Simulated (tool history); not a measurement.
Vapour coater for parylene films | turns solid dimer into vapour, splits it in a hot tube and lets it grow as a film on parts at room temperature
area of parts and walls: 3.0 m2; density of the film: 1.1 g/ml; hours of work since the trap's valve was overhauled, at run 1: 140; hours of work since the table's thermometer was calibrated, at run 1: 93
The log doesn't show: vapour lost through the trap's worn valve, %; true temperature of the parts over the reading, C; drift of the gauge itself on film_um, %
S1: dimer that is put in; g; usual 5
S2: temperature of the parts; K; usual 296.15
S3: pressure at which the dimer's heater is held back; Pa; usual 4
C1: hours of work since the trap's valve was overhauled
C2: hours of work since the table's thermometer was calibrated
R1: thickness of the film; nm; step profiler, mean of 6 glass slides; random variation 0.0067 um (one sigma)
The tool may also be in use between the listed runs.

Run 1, hour 0: usual settings; C1 140; C2 93. Result: R1 1269 nm.
Run 2, hour 30.9: usual settings; C1 158; C2 110. Result: R1 1262 nm.
Run 3, hour 49.9: usual settings; C1 169; C2 121. Result: R1 1263 nm.
Run 4, hour 64.3: usual settings; C1 177; C2 129. Result: R1 1267 nm.
Run 5, hour 88: usual settings; C1 190; C2 143. Result: R1 1265 nm.
Run 6, hour 108.9: usual settings; C1 202; C2 154. Result: R1 1256 nm.
Run 7, hour 123.1: usual settings but S1 3 g, S2 292.15 K; C1 210; C2 162. Result: R1 860 nm.
Run 8, hour 144: usual settings but S1 3 g, S2 292.15 K; C1 222; C2 174. Result: R1 866 nm.
Run 9, hour 172: usual settings but S1 3 g, S2 292.15 K; C1 238; C2 190. Result: R1 857 nm.
Run 10, hour 195.5: usual settings but S1 8 g, S2 299.15 K, S3 2.96 Pa; C1 251; C2 203. Result: R1 1940 nm.
Run 11, hour 222.4: usual settings but S1 8 g, S2 299.15 K, S3 2.96 Pa; C1 266; C2 219. Result: R1 1929 nm.
Run 12, hour 239.5: usual settings but S1 8 g, S2 299.15 K, S3 2.96 Pa; C1 276; C2 228. Result: R1 1938 nm.

4 ways to go on from here, each from the tool as it stands after run 12. What would each give?
Run A, hour 261.5: usual settings; C1 288; C2 241. Result: R1 ?.
Run B, hour 261.5: usual settings but S1 8 g, S3 2.12 Pa; C1 288; C2 241. Result: R1 ?.
Run C, hour 261.5: usual settings but S1 2 g, S3 8.14 Pa; C1 288; C2 241. Result: R1 ?.
Run D, hour 261.5: usual settings but S1 4 g; C1 288; C2 241. Result: R1 ?.

run    R1
  A  1234
  B  2304
  C   420
  D   984
Without the tool's hidden state the same runs would have given:
run    R1
  A  1269
  B  2369
  C   432
  D  1011
